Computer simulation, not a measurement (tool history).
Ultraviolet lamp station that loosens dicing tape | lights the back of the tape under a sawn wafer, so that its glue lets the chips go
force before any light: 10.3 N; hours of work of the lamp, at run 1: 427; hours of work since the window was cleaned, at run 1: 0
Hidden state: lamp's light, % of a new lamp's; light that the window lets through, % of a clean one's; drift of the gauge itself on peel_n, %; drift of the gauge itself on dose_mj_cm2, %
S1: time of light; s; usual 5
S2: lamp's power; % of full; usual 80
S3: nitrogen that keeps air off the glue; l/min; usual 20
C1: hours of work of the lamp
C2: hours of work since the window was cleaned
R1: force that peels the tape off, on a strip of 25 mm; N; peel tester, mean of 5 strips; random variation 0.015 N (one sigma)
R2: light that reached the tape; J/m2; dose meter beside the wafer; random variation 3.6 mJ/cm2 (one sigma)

run,hour,S1,S2,S3,C1,C2,R1,R2
1,0,5,80,20,427,0,0.894,5370
2,19.1,5,98,20,438,11,0.581,6450
3,38.9,5,98,20,449,22,0.588,6510
4,51.6,5,98,7,456,29,1.333,6360
5,62.2,5,98,7,462,35,1.346,6290
6,73.6,5,98,7,469,42,1.356,6300
7,94.9,4,80,20,481,54,1.531,4070
8,116.6,5,80,20,493,66,1.037,5000
9,135.2,5,80,20,504,77,1.064,4940
10,147.4,5,80,21,511,84,1.083,4970
11,167.4,5,80,21,522,95,1.056,4910
12,180,5,80,21,529,102,1.088,4810
13,199.6,5,80,21,540,113,1.145,4750
14,220,5,80,21,552,125,1.134,4710
15,234.2,5,80,21,560,133,1.171,4660
16,250.3,5,80,20,569,142,1.274,4580
17,263.3,5,80,10,577,150,1.913,4560
18,273.3,5,80,20,582,155,1.267,4520
19,283.2,5,80,20,588,161,1.301,4510
20,300.8,5,80,20,598,171,1.36,4430
21,310.8,5,80,38,604,177,0.914,4450
22,328.9,5,80,38,614,187,0.952,4300
23,341.5,4,89,11,621,194,2.3,3790
24,351.6,4,80,23,627,200,1.886,3470
# hour 361: window cleaned of glue's vapour
25,362.5,4,80,23,633,1,1.404,4120
26,382.5,5,66,20,644,12,1.44,4200
27,397.8,5,66,20,653,21,1.503,4140
28,413.6,5,66,20,662,30,1.522,4150
29,432.8,5,66,20,673,41,1.539,4130
30,448.5,5,66,20,682,50,1.529,4020
31,466.8,4,82,26,692,60,1.42,3980
32,476.7,8,67,26,698,66,0.478,6420
33,492.8,4,62,26,707,75,2.31,2930
34,510.5,4,62,26,717,85,2.299,2940
35,521.3,4,62,26,723,91,2.419,2880
36,533.7,7,62,26,730,98,0.857,5020
37,548.7,7,62,26,739,107,0.86,4990
38,562.9,7,62,26,747,115,0.879,5030
39,580.9,3,82,34,757,125,2.172,2760
40,599.4,3,82,34,767,135,2.346,2750

5 ways to go on from here, each from the tool as it stands after run 40. What would each give?
A,622.5,6,66,9,780,149,?,?
B,622.5,2,73,18,780,149,?,?
C,622.5,2,65,29,780,149,?,?
D,622.5,2,76,37,780,149,?,?
E,622.5,3,67,6,780,149,?,?

run,R1,R2
A,2.163,4350
B,4.889,1590
C,4.912,1410
D,3.981,1670
E,5.099,2210
Without the tool's hidden state the same runs would have given:
run,R1,R2
A,1.297,5870
B,3.779,2150
C,3.772,1910
D,2.878,2250
E,4.009,2980

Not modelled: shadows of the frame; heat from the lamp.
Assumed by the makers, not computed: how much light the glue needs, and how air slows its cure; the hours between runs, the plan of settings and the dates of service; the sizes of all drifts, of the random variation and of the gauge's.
